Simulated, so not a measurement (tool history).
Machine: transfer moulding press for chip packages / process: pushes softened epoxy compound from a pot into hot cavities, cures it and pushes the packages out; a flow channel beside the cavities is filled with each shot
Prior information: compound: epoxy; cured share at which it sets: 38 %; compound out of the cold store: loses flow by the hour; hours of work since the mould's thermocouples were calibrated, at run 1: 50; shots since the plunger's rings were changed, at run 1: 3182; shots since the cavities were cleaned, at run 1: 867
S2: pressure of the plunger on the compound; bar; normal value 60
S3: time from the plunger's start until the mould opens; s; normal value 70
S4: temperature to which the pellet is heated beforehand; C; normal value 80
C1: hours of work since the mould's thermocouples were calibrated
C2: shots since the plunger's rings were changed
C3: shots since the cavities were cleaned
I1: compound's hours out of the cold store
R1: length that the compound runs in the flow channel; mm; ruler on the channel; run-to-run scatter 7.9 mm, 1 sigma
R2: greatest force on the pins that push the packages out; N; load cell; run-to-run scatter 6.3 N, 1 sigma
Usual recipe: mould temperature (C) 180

{"run": 1, "hour": 0.0, "mould temperature (C)": 180, "S2": 60, "S3": 70, "S4": 80, "C1": 50, "C2": 3182, "C3": 867, "I1": 45.1, "R1": 872, "R2": 253}
{"run": 2, "hour": 11.6, "mould temperature (C)": 180, "S2": 60, "S3": 70, "S4": 80, "C1": 55, "C2": 3302, "C3": 987, "I1": 21.1, "R1": 924, "R2": 252}
{"hour": 22.4, "done": "cavities cleaned with cleaning compound and waxed"}
{"run": 3, "hour": 30.5, "mould temperature (C)": 180, "S2": 60, "S3": 70, "S4": 80, "C1": 63, "C2": 3480, "C3": 84, "I1": 39.3, "R1": 893, "R2": 252}
{"run": 4, "hour": 47.2, "mould temperature (C)": 180, "S2": 60, "S3": 70, "S4": 80, "C1": 70, "C2": 3650, "C3": 254, "I1": 23, "R1": 912, "R2": 249}
{"run": 5, "hour": 57.1, "mould temperature (C)": 180, "S2": 60, "S3": 70, "S4": 80, "C1": 74, "C2": 3752, "C3": 356, "I1": 11.8, "R1": 960, "R2": 256}
{"run": 6, "hour": 74.2, "mould temperature (C)": 180, "S2": 60, "S3": 70, "S4": 80, "C1": 82, "C2": 3928, "C3": 532, "I1": 33.1, "R1": 878, "R2": 241}
{"run": 7, "hour": 92.9, "mould temperature (C)": 180, "S2": 60, "S3": 70, "S4": 80, "C1": 90, "C2": 4118, "C3": 722, "I1": 11.9, "R1": 939, "R2": 248}
{"run": 8, "hour": 107.5, "mould temperature (C)": 180, "S2": 51.8, "S3": 70, "S4": 80, "C1": 97, "C2": 4268, "C3": 872, "I1": 16.1, "R1": 867, "R2": 247}
{"run": 9, "hour": 117.1, "mould temperature (C)": 180, "S2": 60, "S3": 70, "S4": 85, "C1": 101, "C2": 4366, "C3": 970, "I1": 14.7, "R1": 927, "R2": 246}
{"hour": 129.7, "done": "cavities cleaned with cleaning compound and waxed"}
{"run": 10, "hour": 130.2, "mould temperature (C)": 176, "S2": 52.2, "S3": 62, "S4": 80, "C1": 106, "C2": 4486, "C3": 5, "I1": 33.5, "R1": 838, "R2": 444}
{"run": 11, "hour": 142.6, "mould temperature (C)": 176, "S2": 52.2, "S3": 62, "S4": 80, "C1": 112, "C2": 4613, "C3": 132, "I1": 30.6, "R1": 851, "R2": 453}
{"run": 12, "hour": 151.4, "mould temperature (C)": 176, "S2": 52.2, "S3": 62, "S4": 80, "C1": 116, "C2": 4703, "C3": 222, "I1": 41.7, "R1": 834, "R2": 426}
{"run": 13, "hour": 161.7, "mould temperature (C)": 175, "S2": 47, "S3": 91, "S4": 80, "C1": 120, "C2": 4809, "C3": 328, "I1": 31.4, "R1": 806, "R2": 209}
{"run": 14, "hour": 178.5, "mould temperature (C)": 175, "S2": 47, "S3": 91, "S4": 80, "C1": 128, "C2": 4980, "C3": 499, "I1": 15.1, "R1": 848, "R2": 212}
{"run": 15, "hour": 188.5, "mould temperature (C)": 175, "S2": 47, "S3": 91, "S4": 80, "C1": 132, "C2": 5083, "C3": 602, "I1": 11.6, "R1": 865, "R2": 208}

Below are 3 alternative next runs, each starting from the tool's condition after run 15. Predict each:
{"run": "A", "hour": 201.9, "mould temperature (C)": 184, "S2": 47, "S3": 55, "S4": 85, "C1": 138, "C2": 5220, "C3": 739, "I1": 45.2, "R1": "?", "R2": "?"}
{"run": "B", "hour": 201.9, "mould temperature (C)": 185, "S2": 47, "S3": 66, "S4": 80, "C1": 138, "C2": 5220, "C3": 739, "I1": 38.9, "R1": "?", "R2": "?"}
{"run": "C", "hour": 201.9, "mould temperature (C)": 180, "S2": 60, "S3": 70, "S4": 79, "C1": 138, "C2": 5220, "C3": 739, "I1": 9.3, "R1": "?", "R2": "?"}

run=A R1=751 R2=338
run=B R1=763 R2=220
run=C R1=950 R2=258
With the hidden condition removed and each run's random variation left untouched, the same runs would have given:
run=A R1=752 R2=336
run=B R1=764 R2=218
run=C R1=952 R2=256

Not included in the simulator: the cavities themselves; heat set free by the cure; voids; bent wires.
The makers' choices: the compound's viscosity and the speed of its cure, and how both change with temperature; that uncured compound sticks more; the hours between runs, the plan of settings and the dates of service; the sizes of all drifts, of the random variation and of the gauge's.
